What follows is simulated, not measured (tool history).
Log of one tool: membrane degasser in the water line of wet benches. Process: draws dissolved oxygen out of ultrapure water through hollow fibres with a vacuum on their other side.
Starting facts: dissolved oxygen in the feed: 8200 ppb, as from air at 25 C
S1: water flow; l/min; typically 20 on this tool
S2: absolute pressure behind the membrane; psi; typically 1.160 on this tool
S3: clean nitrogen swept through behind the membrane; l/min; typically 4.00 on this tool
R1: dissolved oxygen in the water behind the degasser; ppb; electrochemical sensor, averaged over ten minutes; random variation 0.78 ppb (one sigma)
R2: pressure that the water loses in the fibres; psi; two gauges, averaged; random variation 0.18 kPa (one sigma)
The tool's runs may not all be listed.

Run 1, day 0.000: usual settings. Result: R1 81.6 ppb, R2 4.786 psi.
Run 2, day 6.471: usual settings. Result: R1 83.6 ppb, R2 4.762 psi.
Run 3, day 13.521: usual settings but S3 6.14 l/min. Result: R1 60.8 ppb, R2 4.786 psi.
Run 4, day 16.854: usual settings but S3 6.14 l/min. Result: R1 61.7 ppb, R2 4.821 psi.
Run 5, day 21.021: usual settings but S3 6.14 l/min. Result: R1 62.1 ppb, R2 4.789 psi.
Run 6, day 24.658: usual settings but S3 4.64 l/min. Result: R1 76.2 ppb, R2 4.854 psi.
Run 7, day 29.212: usual settings but S1 16 l/min. Result: R1 65.7 ppb, R2 3.893 psi.
At day 34.958: seals of the vacuum lines changed.
Run 8, day 34.958: usual settings. Result: R1 84.1 ppb, R2 4.801 psi.
Run 9, day 38.900: usual settings. Result: R1 85.1 ppb, R2 4.824 psi.
Run 10, day 44.688: usual settings. Result: R1 84.9 ppb, R2 4.836 psi.
Run 11, day 50.604: usual settings. Result: R1 85.1 ppb, R2 4.821 psi.
Run 12, day 58.071: usual settings. Result: R1 85.4 ppb, R2 4.870 psi.
At day 62.396: vacuum gauge calibrated.
Run 13, day 62.533: usual settings but S1 16 l/min. Result: R1 58.0 ppb, R2 3.873 psi.
Run 14, day 66.183: usual settings but S1 16 l/min. Result: R1 60.5 ppb, R2 3.838 psi.
Run 15, day 71.808: usual settings but S1 16 l/min. Result: R1 59.9 ppb, R2 3.846 psi.
Run 16, day 76.346: usual settings but S1 16 l/min. Result: R1 60.1 ppb, R2 3.915 psi.
Run 17, day 79.783: usual settings but S1 27 l/min, S2 0.848 psi, S3 9.25 l/min. Result: R1 54.1 ppb, R2 6.569 psi.
Run 18, day 85.583: usual settings but S1 27 l/min, S2 0.848 psi, S3 9.25 l/min. Result: R1 52.9 ppb, R2 6.606 psi.
Run 19, day 92.088: usual settings but S1 27 l/min, S2 0.848 psi, S3 9.25 l/min. Result: R1 53.7 ppb, R2 6.534 psi.
Run 20, day 99.467: usual settings but S1 23 l/min, S2 1.208 psi. Result: R1 98.4 ppb, R2 5.617 psi.
Run 21, day 106.800: usual settings but S1 32 l/min. Result: R1 141.0 ppb, R2 7.825 psi.
Run 22, day 111.942: usual settings but S2 2.139 psi, S3 4.39 l/min. Result: R1 148.2 ppb, R2 4.879 psi.
Run 23, day 117.229: usual settings but S1 17 l/min, S2 2.500 psi, S3 8.94 l/min. Result: R1 83.2 ppb, R2 4.181 psi.
Run 24, day 122.821: usual settings but S1 17 l/min, S2 2.500 psi, S3 11.48 l/min. Result: R1 68.2 ppb, R2 4.200 psi.
Run 25, day 130.467: usual settings but S1 13 l/min, S3 7.69 l/min. Result: R1 30.4 ppb, R2 3.202 psi.
At day 133.333: membrane cartridge changed.
Run 26, day 137.588: usual settings but S1 13 l/min, S3 7.69 l/min. Result: R1 26.6 ppb, R2 2.998 psi.
Run 27, day 145.258: usual settings but S1 13 l/min, S3 8.59 l/min. Result: R1 24.5 ppb, R2 2.981 psi.
Run 28, day 151.667: usual settings but S2 2.611 psi. Result: R1 195.6 ppb, R2 4.595 psi.
Run 29, day 156.025: usual settings but S2 2.611 psi. Result: R1 195.2 ppb, R2 4.599 psi.
Run 30, day 160.421: usual settings but S2 2.611 psi. Result: R1 197.9 ppb, R2 4.593 psi.

Run 31, settings as shown, results not yet in. Your forecast:
Run 31, day 167.538: usual settings but S2 2.286 psi, S3 2.40 l/min. Result: R1 ?, R2 ?.

R1: 270.7 ppb
R2: 4.634 psi
Were there no unlogged condition in the tool, this run, its random variation unchanged, would have produced R1 260.3 ppb, R2 4.605 psi.
